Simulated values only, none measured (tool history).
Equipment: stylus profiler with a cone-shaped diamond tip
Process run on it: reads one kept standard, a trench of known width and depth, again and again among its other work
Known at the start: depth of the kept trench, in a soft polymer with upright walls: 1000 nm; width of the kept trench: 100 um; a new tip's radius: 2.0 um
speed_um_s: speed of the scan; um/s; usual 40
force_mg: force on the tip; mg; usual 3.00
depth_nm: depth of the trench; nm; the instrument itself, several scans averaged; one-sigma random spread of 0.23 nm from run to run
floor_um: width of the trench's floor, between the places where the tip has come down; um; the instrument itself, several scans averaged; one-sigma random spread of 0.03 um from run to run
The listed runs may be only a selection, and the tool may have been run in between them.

run,hour,speed_um_s,force_mg,depth_nm,floor_um
1,0.0,40,3.00,1019.82,95.11
2,36.3,40,3.00,1020.11,95.12
3,79.5,40,3.00,1020.19,95.07
4,123.2,21,3.00,1020.09,95.13
5,171.0,104,3.00,1019.70,94.88
6,196.1,104,3.00,1019.70,94.85
7,218.0,40,3.00,1019.67,94.96
8,254.7,40,3.00,1019.62,95.00
9,291.4,40,3.00,1019.86,94.98
10,326.6,40,3.00,1019.83,94.89
11,367.5,40,6.13,1031.02,94.94
12,399.3,31,3.00,1019.30,94.92
13,447.3,31,3.00,1019.19,94.92
14,486.9,31,3.00,1019.29,94.91
15,536.3,40,3.00,1019.21,94.85
16,567.7,40,3.00,1019.12,94.79
17,604.6,40,3.00,1018.79,94.75
18,654.2,40,8.78,1039.35,94.79
19,689.0,40,8.78,1039.52,94.74
20,731.7,40,8.78,1039.24,94.72
21,755.9,14,3.00,1018.70,94.78
22,802.1,14,3.00,1018.99,94.73
23,840.1,40,1.94,1013.67,94.60
24,870.2,23,4.76,1025.29,94.64
25,894.6,104,1.48,1010.86,94.24
26,934.3,66,3.00,1018.24,94.54
27,962.7,27,1.73,1012.53,94.58
28,1007.2,144,3.53,1020.46,94.27
29,1047.2,73,5.25,1027.30,94.46
30,1069.2,73,5.25,1026.75,94.47
31,1089.9,15,3.42,1019.93,94.56
32,1128.8,15,3.42,1019.78,94.52
33,1154.0,12,1.51,1010.54,94.51
34,1196.6,34,5.30,1026.30,94.50
35,1235.9,34,5.30,1026.05,94.44
36,1280.2,99,5.02,1025.37,94.27
37,1322.3,99,5.02,1025.21,94.25
38,1372.1,28,1.89,1012.05,94.30
39,1393.0,28,1.89,1012.26,94.29
40,1437.1,28,1.89,1012.03,94.31
41,1483.1,74,1.78,1011.52,94.11
42,1531.5,29,1.83,1012.16,94.26
43,1563.8,64,2.80,1015.85,94.19
44,1594.9,28,2.28,1013.79,94.21
# hour 1617.6: height scale calibrated on a step standard
45,1618.0,146,1.30,1011.31,93.70

Alternative continuations, all from the tool just after run 45; predict every row:
A,1644.0,19,3.16,?,?
B,1644.0,146,2.12,?,?
C,1644.0,28,2.31,?,?
D,1644.0,21,1.34,?,?

run,depth_nm,floor_um
A,1020.06,94.22
B,1015.93,93.79
C,1016.68,94.19
D,1011.48,94.19
What these runs would have given with no unlogged condition in the tool:
run,depth_nm,floor_um
A,1019.89,96.46
B,1015.76,96.03
C,1016.51,96.43
D,1011.31,96.43
